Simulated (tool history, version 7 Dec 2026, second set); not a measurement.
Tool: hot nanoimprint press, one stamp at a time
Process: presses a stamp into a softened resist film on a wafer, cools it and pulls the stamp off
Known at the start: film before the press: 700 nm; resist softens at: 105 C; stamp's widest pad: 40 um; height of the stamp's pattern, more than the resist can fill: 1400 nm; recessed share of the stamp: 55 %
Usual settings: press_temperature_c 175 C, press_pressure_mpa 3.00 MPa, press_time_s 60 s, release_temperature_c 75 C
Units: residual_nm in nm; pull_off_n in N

run	day	press_temperature_c	press_pressure_mpa	press_time_s	release_temperature_c	residual_nm	pull_off_n
1	0.000	175	3.00	60	75	282.7	179.3
2	0.712	175	3.00	60	75	281.5	178.6
3	1.333	175	4.72	60	75	230.1	178.7
4	2.279	175	4.72	60	75	228.7	178.8
# day 2.804: stamp cleaned and given a new release coat
5	3.450	175	4.72	60	75	229.2	177.6
6	3.988	175	4.72	60	75	230.7	178.1
7	4.608	175	4.72	60	75	230.2	178.4
8	5.471	175	3.00	60	72	281.3	184.0
9	6.004	175	2.21	60	75	321.2	177.9
10	6.496	175	3.00	67	75	269.6	179.0
11	6.992	175	3.00	60	75	282.2	177.3
12	7.950	175	3.00	60	75	279.7	178.0
13	8.838	175	3.00	60	75	280.5	178.0
14	9.367	175	3.00	60	75	280.2	177.8
15	10.217	175	3.00	60	75	282.5	176.9
16	10.775	186	1.98	86	68	212.3	191.4
17	11.292	175	2.06	55	75	344.0	177.3
18	11.933	177	3.55	60	75	246.8	177.8
19	12.783	171	3.06	91	68	266.6	191.4
20	13.271	171	3.06	91	68	266.8	190.7
21	14.158	177	3.00	88	72	226.4	183.6
22	15.262	177	3.00	88	72	224.6	182.8
# day 16.075: stamp cleaned and given a new release coat
23	16.146	175	3.00	60	68	280.6	190.3

Forecast run 24:
24	17.038	175	3.00	60	68	?	?

{"run 24": {"residual_nm": 282.2, "pull_off_n": 190.5}}
Without the tool's hidden state the same run would have given residual_nm 282.8 nm, pull_off_n 192.5 N.

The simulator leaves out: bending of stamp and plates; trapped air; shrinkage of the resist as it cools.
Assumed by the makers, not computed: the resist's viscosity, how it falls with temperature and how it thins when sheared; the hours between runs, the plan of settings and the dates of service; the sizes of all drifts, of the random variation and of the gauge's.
